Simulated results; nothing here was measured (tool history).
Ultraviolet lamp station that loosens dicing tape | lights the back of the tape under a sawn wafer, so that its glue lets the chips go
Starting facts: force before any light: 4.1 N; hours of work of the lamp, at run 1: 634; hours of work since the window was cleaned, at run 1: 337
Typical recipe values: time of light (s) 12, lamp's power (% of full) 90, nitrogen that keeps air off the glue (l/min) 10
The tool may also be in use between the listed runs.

run    hour  time of light (s)  lamp's power (% of full)  nitrogen that keeps air off the glue (l/min)  hours of work of the lamp  hours of work since the window was cleaned  force that peels the tape off (N)  light that reached the tape (mJ/cm²)
  1     0.0                 12                        90                                            10                        634                                         337                              0.333                                   235
  2    73.7                 12                        90                                            10                        685                                         388                              0.347                                   233
  3   143.8                 12                        90                                            10                        734                                         437                              0.356                                   227
      235.2  -- window cleaned of glue's vapour
  4   235.4                 12                        90                                            10                        798                                           0                              0.309                                   253
  5   278.9                 12                        90                                            10                        828                                          31                              0.314                                   246
  6   346.8                 12                        90                                            10                        875                                          78                              0.330                                   243
  7   410.0                 10                        90                                            10                        920                                         122                              0.482                                   193
  8   452.0                 10                        90                                            10                        949                                         151                              0.475                                   196
  9   539.1                 10                        90                                            10                       1010                                         212                              0.514                                   185
 10   636.2                 10                        90                                            10                       1078                                         280                              0.552                                   184
 11   692.7                 10                        90                                            10                       1117                                         320                              0.544                                   174
 12   759.8                 10                        90                                            10                       1164                                         366                              0.607                                   172
 13   846.4                  7                        90                                            10                       1224                                         427                              1.096                                   115
 14   918.6                 12                        90                                             4                       1275                                         477                              0.788                                   197
      950.2  -- window cleaned of glue's vapour
 15   985.9                 12                        90                                             4                       1322                                          25                              0.679                                   216
 16  1032.1                  7                        68                                             3                       1354                                          57                              2.035                                    92
 17  1102.1                  7                        68                                             3                       1403                                         106                              2.086                                    91
 18  1194.2                 10                        68                                             3                       1467                                         170                              1.559                                   122
 19  1261.1                 12                        63                                            10                       1514                                         217                              0.867                                   139
 20  1339.6                 12                        88                                            12                       1569                                         272                              0.492                                   180
 21  1387.7                  8                        90                                             4                       1602                                         306                              1.452                                   121
 22  1479.1                 19                        73                                             4                       1666                                         370                              0.601                                   225
 23  1541.8                  6                        89                                            14                       1710                                         413                              1.362                                    88
 24  1618.7                  6                        89                                            14                       1764                                         467                              1.393                                    87
     1664.9  -- window cleaned of glue's vapour
 25  1673.4                 12                        90                                             9                       1801                                           6                              0.556                                   184

Run 26 is up next; what results do you expect?
 26  1722.2                 19                        77                                             9                       1836                                          40                                  ?                                     ?

Run 26 gave force that peels the tape off (N) 0.325, light that reached the tape (mJ/cm²) 245.
With the hidden condition absent and the run-to-run variation left alone, this run would have shown force that peels the tape off (N) 0.141, light that reached the tape (mJ/cm²) 408.

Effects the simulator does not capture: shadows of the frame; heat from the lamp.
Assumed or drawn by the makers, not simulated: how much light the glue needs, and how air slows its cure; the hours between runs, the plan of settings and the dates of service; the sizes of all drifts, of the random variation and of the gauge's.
